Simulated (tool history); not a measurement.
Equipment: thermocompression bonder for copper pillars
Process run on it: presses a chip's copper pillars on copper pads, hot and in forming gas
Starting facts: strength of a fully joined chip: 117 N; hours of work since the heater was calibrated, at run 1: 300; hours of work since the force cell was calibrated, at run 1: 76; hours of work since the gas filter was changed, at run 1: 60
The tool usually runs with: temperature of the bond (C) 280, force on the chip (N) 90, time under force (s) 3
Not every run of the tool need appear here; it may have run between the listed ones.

| run | hour | temperature of the bond (C) | force on the chip (N) | time under force (s) | hours of work since the heater was calibrated | hours of work since the force cell was calibrated | hours of work since the gas filter was changed | force that shears a chip off (N) |
|---|---|---|---|---|---|---|---|---|
| 1 | 0 | 280 | 90 | 3 | 300 | 76 | 60 | 74.7 |
| 2 | 29.2 | 297 | 90 | 3 | 316 | 92 | 77 | 86.9 |
| 3 | 62.7 | 297 | 90 | 3 | 335 | 110 | 95 | 86.2 |
| 4 | 94.4 | 253 | 90 | 3 | 352 | 128 | 112 | 52.1 |
| 5 | 117.3 | 253 | 90 | 3 | 365 | 141 | 125 | 51.5 |
| 6 | 149 | 255 | 90 | 3 | 382 | 158 | 142 | 53.6 |
| 7 | 169.3 | 280 | 90 | 3 | 394 | 169 | 154 | 72.6 |
| 8 | 187.2 | 280 | 90 | 3 | 403 | 179 | 164 | 71.8 |
| 9 | 201.4 | 280 | 90 | 3 | 411 | 187 | 171 | 71.6 |
| 10 | 221.3 | 280 | 90 | 9 | 422 | 198 | 182 | 92.7 |
| 11 | 248.9 | 280 | 90 | 9 | 437 | 213 | 197 | 92.9 |
| 12 | 265.5 | 280 | 90 | 9 | 446 | 222 | 207 | 91.9 |
| 13 | 289.2 | 280 | 90 | 9 | 460 | 235 | 220 | 92.1 |
| 14 | 319.4 | 280 | 90 | 9 | 476 | 252 | 236 | 92.2 |
| 15 | 345.4 | 280 | 90 | 9 | 491 | 266 | 251 | 91.7 |
| 16 | 374.4 | 280 | 90 | 3 | 506 | 282 | 267 | 68.1 |
| 17 | 388.7 | 280 | 90 | 3 | 514 | 290 | 274 | 69.6 |
| 18 | 408.4 | 280 | 90 | 3 | 525 | 301 | 285 | 68.3 |
| 19 | 425 | 304 | 90 | 3 | 534 | 310 | 294 | 84.5 |
| 20 | 447.6 | 304 | 90 | 3 | 547 | 322 | 307 | 84.1 |
|  | 454.1 | heater calibrated with a thermocouple chip |
| 21 | 475.5 | 263 | 68 | 2 | 12 | 337 | 321 | 49.2 |
| 22 | 490.5 | 276 | 97 | 2 | 20 | 345 | 329 | 69 |
| 23 | 520.5 | 276 | 97 | 2 | 37 | 361 | 346 | 68.7 |
| 24 | 541.2 | 308 | 97 | 4 | 48 | 373 | 357 | 99.8 |
| 25 | 571 | 293 | 69 | 3 | 64 | 389 | 374 | 77.6 |
| 26 | 604.4 | 293 | 69 | 2 | 83 | 408 | 392 | 69 |
| 27 | 622.8 | 293 | 69 | 2 | 93 | 418 | 402 | 68.4 |
| 28 | 637.4 | 258 | 70 | 2 | 101 | 426 | 410 | 45 |
| 29 | 665.9 | 252 | 70 | 9 | 117 | 441 | 426 | 68.2 |
| 30 | 697.2 | 252 | 70 | 9 | 134 | 459 | 443 | 68.3 |
| 31 | 715.1 | 256 | 58 | 3 | 144 | 468 | 453 | 44.7 |
|  | 717.7 | forming gas filter changed |
| 32 | 743 | 280 | 85 | 5 | 159 | 484 | 14 | 87 |
| 33 | 773.3 | 280 | 85 | 5 | 175 | 500 | 31 | 86.3 |
| 34 | 798.1 | 280 | 85 | 5 | 189 | 514 | 44 | 87.1 |
| 35 | 815.4 | 298 | 107 | 2 | 199 | 523 | 54 | 86.7 |
| 36 | 844.6 | 299 | 77 | 4 | 215 | 539 | 70 | 91 |
| 37 | 869.5 | 303 | 104 | 2 | 228 | 553 | 84 | 88.9 |
| 38 | 888.9 | 303 | 88 | 5 | 239 | 564 | 94 | 99.3 |
| 39 | 912.9 | 262 | 104 | 3 | 252 | 577 | 107 | 67.7 |

The logged runs with the hidden state left out (each run's random variation unchanged):
Hidden state at play: true temperature of the bond over the reading, C; force that reaches the chip, % of what is set; oxide that the forming gas leaves, % of the face; drift of the gauge itself on shear_n, %.
| run | force that shears a chip off (N) |
|---|---|
| 1 | 82.4 |
| 2 | 94.1 |
| 3 | 94 |
| 4 | 61.3 |
| 5 | 61 |
| 6 | 63.8 |
| 7 | 83.1 |
| 8 | 82.6 |
| 9 | 82.5 |
| 10 | 102.4 |
| 11 | 103 |
| 12 | 102.2 |
| 13 | 102.9 |
| 14 | 103.5 |
| 15 | 103.4 |
| 16 | 81.9 |
| 17 | 83.7 |
| 18 | 82.6 |
| 19 | 97.3 |
| 20 | 97.3 |
| 21 | 51.9 |
| 22 | 72.9 |
| 23 | 73.1 |
| 24 | 105.4 |
| 25 | 83.2 |
| 26 | 74.8 |
| 27 | 74.3 |
| 28 | 49.8 |
| 29 | 75.2 |
| 30 | 75.8 |
| 31 | 50.5 |
| 32 | 90.6 |
| 33 | 90.3 |
| 34 | 91.6 |
| 35 | 91.2 |
| 36 | 95.7 |
| 37 | 94 |
| 38 | 103.7 |
| 39 | 74.5 |
